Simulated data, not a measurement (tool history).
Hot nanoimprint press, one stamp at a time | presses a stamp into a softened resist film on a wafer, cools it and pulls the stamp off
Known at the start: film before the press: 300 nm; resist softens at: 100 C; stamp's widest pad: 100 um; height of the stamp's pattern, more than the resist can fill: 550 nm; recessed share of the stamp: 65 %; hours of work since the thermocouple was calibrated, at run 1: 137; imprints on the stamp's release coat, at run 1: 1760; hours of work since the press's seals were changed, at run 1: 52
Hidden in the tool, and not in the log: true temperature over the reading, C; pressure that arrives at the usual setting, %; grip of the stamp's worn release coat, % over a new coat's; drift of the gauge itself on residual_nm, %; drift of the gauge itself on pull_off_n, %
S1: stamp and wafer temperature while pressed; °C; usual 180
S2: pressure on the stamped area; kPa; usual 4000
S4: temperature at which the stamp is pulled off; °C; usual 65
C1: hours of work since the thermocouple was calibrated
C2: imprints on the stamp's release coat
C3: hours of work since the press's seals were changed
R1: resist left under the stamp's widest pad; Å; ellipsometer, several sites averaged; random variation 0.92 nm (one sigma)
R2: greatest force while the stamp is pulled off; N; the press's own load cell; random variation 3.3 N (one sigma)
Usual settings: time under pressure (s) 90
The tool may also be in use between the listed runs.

run 1 day=0 | S1=180 S2=4000 time_under_pressure_(s)=90 S4=65 | C1=137 C2=1760 C3=52 | R1=1291 R2=316
run 2 day=0.333 | S1=180 S2=4000 time_under_pressure_(s)=64 S4=65 | C1=141 C2=1791 C3=56 | R1=1483 R2=310
run 3 day=0.517 | S1=180 S2=5880 time_under_pressure_(s)=90 S4=65 | C1=143 C2=1808 C3=58 | R1=1065 R2=322
run 4 day=0.804 | S1=180 S2=4000 time_under_pressure_(s)=90 S4=65 | C1=146 C2=1835 C3=62 | R1=1309 R2=312
run 5 day=1.192 | S1=180 S2=4000 time_under_pressure_(s)=90 S4=65 | C1=151 C2=1871 C3=66 | R1=1299 R2=326
run 6 day=1.488 | S1=180 S2=4490 time_under_pressure_(s)=90 S4=65 | C1=154 C2=1898 C3=69 | R1=1226 R2=325
run 7 day=1.667 | S1=180 S2=4490 time_under_pressure_(s)=90 S4=65 | C1=156 C2=1915 C3=72 | R1=1235 R2=322
run 8 day=2.062 | S1=180 S2=4490 time_under_pressure_(s)=90 S4=65 | C1=161 C2=1951 C3=76 | R1=1239 R2=342
run 9 day=2.3 | S1=180 S2=4490 time_under_pressure_(s)=90 S4=65 | C1=163 C2=1973 C3=79 | R1=1255 R2=324
-- day=2.696 stamp cleaned and given a new release coat
run 10 day=2.879 | S1=180 S2=4490 time_under_pressure_(s)=90 S4=65 | C1=167 C2=17 C3=83 | R1=1228 R2=162
run 11 day=3.275 | S1=180 S2=4490 time_under_pressure_(s)=90 S4=65 | C1=172 C2=54 C3=87 | R1=1240 R2=164
run 12 day=3.725 | S1=180 S2=4490 time_under_pressure_(s)=90 S4=65 | C1=177 C2=95 C3=93 | R1=1236 R2=167
run 13 day=3.938 | S1=180 S2=4490 time_under_pressure_(s)=90 S4=65 | C1=180 C2=115 C3=95 | R1=1251 R2=166
run 14 day=4.279 | S1=180 S2=4490 time_under_pressure_(s)=90 S4=65 | C1=184 C2=146 C3=99 | R1=1244 R2=173
run 15 day=4.717 | S1=180 S2=4000 time_under_pressure_(s)=90 S4=60 | C1=189 C2=187 C3=104 | R1=1319 R2=187
run 16 day=5.008 | S1=180 S2=4000 time_under_pressure_(s)=90 S4=63 | C1=192 C2=214 C3=108 | R1=1331 R2=177
run 17 day=5.258 | S1=185 S2=4150 time_under_pressure_(s)=109 S4=58 | C1=195 C2=237 C3=110 | R1=999 R2=194
run 18 day=5.612 | S1=185 S2=4150 time_under_pressure_(s)=109 S4=58 | C1=199 C2=270 C3=115 | R1=1001 R2=199
run 19 day=5.917 | S1=185 S2=4150 time_under_pressure_(s)=80 S4=58 | C1=203 C2=298 C3=118 | R1=1118 R2=199
run 20 day=6.108 | S1=173 S2=3310 time_under_pressure_(s)=82 S4=65 | C1=205 C2=316 C3=120 | R1=1937 R2=182
run 21 day=6.542 | S1=180 S2=3870 time_under_pressure_(s)=69 S4=51 | C1=210 C2=356 C3=125 | R1=1473 R2=221
run 22 day=6.788 | S1=175 S2=2540 time_under_pressure_(s)=142 S4=61 | C1=213 C2=379 C3=128 | R1=1747 R2=205
run 23 day=6.975 | S1=175 S2=2540 time_under_pressure_(s)=142 S4=61 | C1=215 C2=396 C3=130 | R1=1762 R2=201
run 24 day=7.417 | S1=183 S2=4000 time_under_pressure_(s)=143 S4=71 | C1=220 C2=437 C3=136 | R1=1004 R2=172
run 25 day=7.65 | S1=182 S2=4000 time_under_pressure_(s)=143 S4=67 | C1=223 C2=459 C3=138 | R1=1042 R2=192
run 26 day=7.933 | S1=192 S2=3640 time_under_pressure_(s)=146 S4=57 | C1=226 C2=485 C3=142 | R1=734 R2=219
run 27 day=8.204 | S1=185 S2=2750 time_under_pressure_(s)=49 S4=69 | C1=229 C2=510 C3=145 | R1=1628 R2=189
run 28 day=8.542 | S1=186 S2=4910 time_under_pressure_(s)=60 S4=59 | C1=233 C2=541 C3=149 | R1=1087 R2=214
run 29 day=8.788 | S1=185 S2=4910 time_under_pressure_(s)=52 S4=59 | C1=236 C2=564 C3=152 | R1=1184 R2=221
run 30 day=9.133 | S1=188 S2=4910 time_under_pressure_(s)=109 S4=59 | C1=240 C2=596 C3=156 | R1=822 R2=213

Forecast each of these 4 alternatives for the next run:
run A day=9.379 | S1=192 S2=4910 time_under_pressure_(s)=99 S4=59 | C1=243 C2=619 C3=158 | R1=? R2=?
run B day=9.379 | S1=188 S2=4910 time_under_pressure_(s)=58 S4=59 | C1=243 C2=619 C3=158 | R1=? R2=?
run C day=9.379 | S1=180 S2=4630 time_under_pressure_(s)=55 S4=65 | C1=243 C2=619 C3=158 | R1=? R2=?
run D day=9.379 | S1=182 S2=5150 time_under_pressure_(s)=90 S4=73 | C1=243 C2=619 C3=158 | R1=? R2=?

run=A R1=713 R2=226
run=B R1=1031 R2=222
run=C R1=1466 R2=204
run=D R1=1076 R2=185
Without the tool's hidden state the same runs would have given:
run=A R1=683 R2=171
run=B R1=988 R2=168
run=C R1=1406 R2=154
run=D R1=1029 R2=139
